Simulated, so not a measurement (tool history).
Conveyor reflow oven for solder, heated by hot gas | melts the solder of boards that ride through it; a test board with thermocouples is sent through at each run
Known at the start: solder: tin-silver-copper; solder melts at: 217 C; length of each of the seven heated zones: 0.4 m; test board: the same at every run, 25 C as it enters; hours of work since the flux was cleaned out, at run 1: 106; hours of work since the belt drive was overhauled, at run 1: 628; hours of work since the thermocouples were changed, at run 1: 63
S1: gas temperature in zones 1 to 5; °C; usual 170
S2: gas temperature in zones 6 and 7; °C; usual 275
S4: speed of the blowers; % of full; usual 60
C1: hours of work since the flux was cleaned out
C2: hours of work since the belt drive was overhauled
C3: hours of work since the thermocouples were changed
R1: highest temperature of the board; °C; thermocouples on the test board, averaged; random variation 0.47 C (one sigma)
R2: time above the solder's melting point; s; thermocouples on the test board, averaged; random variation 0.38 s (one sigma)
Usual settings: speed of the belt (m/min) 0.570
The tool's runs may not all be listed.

Run 1, hour 0.0: usual settings; C1 106; C2 628; C3 63. Result: R1 254.2 °C, R2 62.0 s.
Run 2, hour 28.7: usual settings but S1 166 °C; C1 124; C2 646; C3 81. Result: R1 253.4 °C, R2 60.3 s.
Run 3, hour 58.4: usual settings but S1 166 °C; C1 143; C2 664; C3 99. Result: R1 253.4 °C, R2 60.6 s.
Run 4, hour 80.9: usual settings but S1 160 °C; C1 156; C2 678; C3 113. Result: R1 251.5 °C, R2 56.7 s.
Run 5, hour 111.2: usual settings but speed of the belt (m/min) 0.549; C1 175; C2 697; C3 132. Result: R1 255.0 °C, R2 67.0 s.
Run 6, hour 142.2: usual settings; C1 194; C2 716; C3 151. Result: R1 254.6 °C, R2 61.9 s.
Run 7, hour 170.0: usual settings but S4 58 % of full; C1 212; C2 733; C3 168. Result: R1 252.5 °C, R2 61.4 s.
Run 8, hour 195.5: usual settings but S2 276 °C; C1 227; C2 749; C3 184. Result: R1 254.7 °C, R2 62.7 s.
At hour 220.1: flux residue cleaned out of gas plates and filters.
Run 9, hour 229.7: usual settings but S1 166 °C, S2 283 °C, speed of the belt (m/min) 0.569, S4 76 % of full; C1 6; C2 767; C3 202. Result: R1 265.0 °C, R2 69.3 s.
Run 10, hour 253.9: usual settings but S1 176 °C, S2 283 °C, speed of the belt (m/min) 0.623, S4 76 % of full; C1 21; C2 782; C3 217. Result: R1 262.7 °C, R2 65.5 s.
Run 11, hour 283.8: usual settings but S1 176 °C, S2 283 °C, speed of the belt (m/min) 0.623, S4 76 % of full; C1 40; C2 801; C3 236. Result: R1 262.6 °C, R2 65.4 s.
Run 12, hour 313.1: usual settings but S1 184 °C, S4 86 % of full; C1 58; C2 819; C3 254. Result: R1 261.5 °C, R2 75.0 s.
Run 13, hour 346.0: usual settings but S1 184 °C, S4 86 % of full; C1 78; C2 839; C3 274. Result: R1 261.3 °C, R2 74.6 s.
Run 14, hour 363.4: usual settings but S1 184 °C, S4 86 % of full; C1 89; C2 850; C3 285. Result: R1 261.5 °C, R2 74.8 s.

3 ways to go on from here, each from the tool as it stands after run 14. What would each give?
Run A, hour 398.2: usual settings but S2 270 °C; C1 110; C2 872; C3 307. Result: R1 ?, R2 ?.
Run B, hour 398.2: usual settings but speed of the belt (m/min) 0.543; C1 110; C2 872; C3 307. Result: R1 ?, R2 ?.
Run C, hour 398.2: usual settings but S1 184 °C, S2 263 °C, S4 86 % of full; C1 110; C2 872; C3 307. Result: R1 ?, R2 ?.

run     R1    R2
  A  248.8  58.7
  B  256.3  67.1
  C  251.1  67.6
Without the tool's hidden state the same runs would have given:
run     R1    R2
  A  249.5  58.6
  B  256.9  66.8
  C  251.9  67.5
